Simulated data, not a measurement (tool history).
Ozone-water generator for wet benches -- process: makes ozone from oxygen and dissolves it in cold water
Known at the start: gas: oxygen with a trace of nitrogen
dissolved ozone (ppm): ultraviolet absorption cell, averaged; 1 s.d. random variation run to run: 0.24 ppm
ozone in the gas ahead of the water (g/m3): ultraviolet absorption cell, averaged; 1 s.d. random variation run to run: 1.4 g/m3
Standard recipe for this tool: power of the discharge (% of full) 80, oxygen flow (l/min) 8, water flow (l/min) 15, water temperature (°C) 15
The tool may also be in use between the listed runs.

run    hour  power of the discharge (% of full)  oxygen flow (l/min)  water flow (l/min)  water temperature (°C)  dissolved ozone (ppm)  ozone in the gas ahead of the water (g/m3)
  1       0                                  80                    8                  15                      15                   31.1                                       236.4
  2    93.6                                  80                    8                  15                      15                   31.4                                       236.1
  3   214.2                                  80                    8                  15                      15                   30.8                                       233.6
  4   282.9                                  80                    8                  15                      15                   30.5                                       234.5
  5   381.6                                  80                 6.61                  15                      15                   30.5                                       250.6
  6     515                                  80                    8                  15                      15                   30.4                                       233.2
  7   603.8                                  80                    8                  14                      15                   32.1                                       232.7
  8   756.8                                  80                    8                  14                      15                   31.7                                       232.2
  9   874.3                                  80                    8                  14                      15                   31.7                                       229.8
 10   980.6                                  80                    8                  15                      15                   29.8                                       228.1
 11  1133.3                                  80                    8                  15                      15                   29.8                                         230
 12  1241.7                                  80                    8                  15                      17                   28.5                                       225.5
 13  1367.5                                  80                 5.77                  15                      15                   28.5                                       258.7
 14  1464.3                                  80                    8                  15                      15                     29                                       224.8
 15  1569.2                                  80                    8                  15                      15                     29                                       227.1
 16  1635.5                                  74                    8                  15                      15                   28.2                                       217.8
 17  1698.7                                  60                    8                  15                      21                   22.3                                         197

Run 18 is up next; what results do you expect?
 18  1850.5                                  60                    8                  15                      21                      ?                                           ?

Logged for run 18: dissolved ozone (ppm) 22.5, ozone in the gas ahead of the water (g/m3) 195.7.
Had the tool carried no hidden state, the very same run would have given dissolved ozone (ppm) 27.4, ozone in the gas ahead of the water (g/m3) 227.4.
